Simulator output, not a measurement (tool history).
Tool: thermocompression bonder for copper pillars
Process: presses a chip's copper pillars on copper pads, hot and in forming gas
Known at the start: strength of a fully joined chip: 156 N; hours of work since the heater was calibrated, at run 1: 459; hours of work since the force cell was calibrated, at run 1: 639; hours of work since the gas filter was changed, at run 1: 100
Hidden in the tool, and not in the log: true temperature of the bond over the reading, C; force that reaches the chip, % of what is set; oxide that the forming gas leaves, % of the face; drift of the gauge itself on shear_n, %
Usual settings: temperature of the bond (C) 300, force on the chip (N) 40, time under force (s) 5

run	hour	temperature of the bond (C)	force on the chip (N)	time under force (s)	hours of work since the heater was calibrated	hours of work since the force cell was calibrated	hours of work since the gas filter was changed	force that shears a chip off (N)
1	0.0	300	40	5	459	639	100	97.9
# hour 12.9: forming gas filter changed
2	57.8	300	50	5	486	666	21	108.7
3	111.2	300	40	5	511	692	46	96.4
4	178.1	300	46	5	543	723	78	104.8
5	228.6	302	40	5	567	747	102	96.8
# hour 235.3: forming gas filter changed
6	263.5	302	40	5	583	764	13	98.0
# hour 281.5: force cell calibrated
7	319.2	302	40	14	609	18	39	127.5

The next listed run, before its measurement:
8	373.7	271	40	5	635	44	65	?

force that shears a chip off (N): 75.3
Without the tool's hidden state the same run would have given force that shears a chip off (N) 82.3.
